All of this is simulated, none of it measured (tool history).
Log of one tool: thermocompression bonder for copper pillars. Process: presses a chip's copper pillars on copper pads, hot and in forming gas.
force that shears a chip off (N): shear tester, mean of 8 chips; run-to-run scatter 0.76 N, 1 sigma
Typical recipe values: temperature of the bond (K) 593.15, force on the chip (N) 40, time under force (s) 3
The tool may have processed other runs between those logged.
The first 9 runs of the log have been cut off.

| run | day | temperature of the bond (K) | force on the chip (N) | time under force (s) | hours of work since the heater was calibrated | hours of work since the force cell was calibrated | hours of work since the gas filter was changed | force that shears a chip off (N) |
|---|---|---|---|---|---|---|---|---|
| 10 | 5.592 | 593.15 | 40 | 3 | 107 | 555 | 157 | 54.5 |
| 11 | 6.275 | 593.15 | 40 | 3 | 117 | 564 | 167 | 55.2 |
| 12 | 7.029 | 593.15 | 40 | 3 | 127 | 575 | 177 | 53.2 |
| 13 | 7.446 | 593.15 | 40 | 3 | 133 | 581 | 183 | 53.0 |
| 14 | 7.925 | 593.15 | 40 | 3 | 140 | 587 | 190 | 52.7 |
| 15 | 8.346 | 593.15 | 40 | 3 | 146 | 593 | 195 | 54.4 |
| 16 | 9.175 | 593.15 | 40 | 3 | 157 | 605 | 207 | 51.1 |
| 17 | 9.967 | 593.15 | 40 | 3 | 169 | 616 | 218 | 53.3 |
| 18 | 10.675 | 593.15 | 40 | 3 | 178 | 626 | 228 | 53.0 |
| 19 | 11.038 | 593.15 | 40 | 3 | 183 | 631 | 233 | 53.1 |
| 20 | 11.912 | 593.15 | 40 | 3 | 196 | 643 | 245 | 52.0 |
|  | 12.017 | force cell calibrated |
| 21 | 12.575 | 593.15 | 40 | 3 | 204 | 8 | 254 | 52.7 |
|  | 12.646 | forming gas filter changed |
| 22 | 13.088 | 575.15 | 37 | 4 | 211 | 15 | 6 | 51.6 |
|  | 13.854 | force cell calibrated, once more |
| 23 | 13.854 | 574.15 | 42 | 2 | 221 | 0 | 16 | 41.6 |
| 24 | 14.483 | 574.15 | 52 | 9 | 230 | 9 | 25 | 74.9 |
| 25 | 14.846 | 609.15 | 36 | 3 | 235 | 14 | 30 | 59.1 |
| 26 | 15.479 | 611.15 | 50 | 3 | 243 | 23 | 39 | 68.8 |
| 27 | 16.100 | 610.15 | 53 | 2 | 252 | 31 | 47 | 64.6 |
| 28 | 16.792 | 610.15 | 53 | 2 | 262 | 41 | 57 | 62.7 |
| 29 | 17.671 | 610.15 | 53 | 2 | 274 | 53 | 69 | 63.6 |
| 30 | 18.362 | 610.15 | 53 | 2 | 284 | 63 | 79 | 62.5 |

Expected results for the next run?
| 31 | 18.912 | 582.15 | 53 | 2 | 291 | 71 | 87 | ? |

force that shears a chip off (N): 51.5
Had the tool carried no hidden state, the very same run would have given force that shears a chip off (N) 53.7.
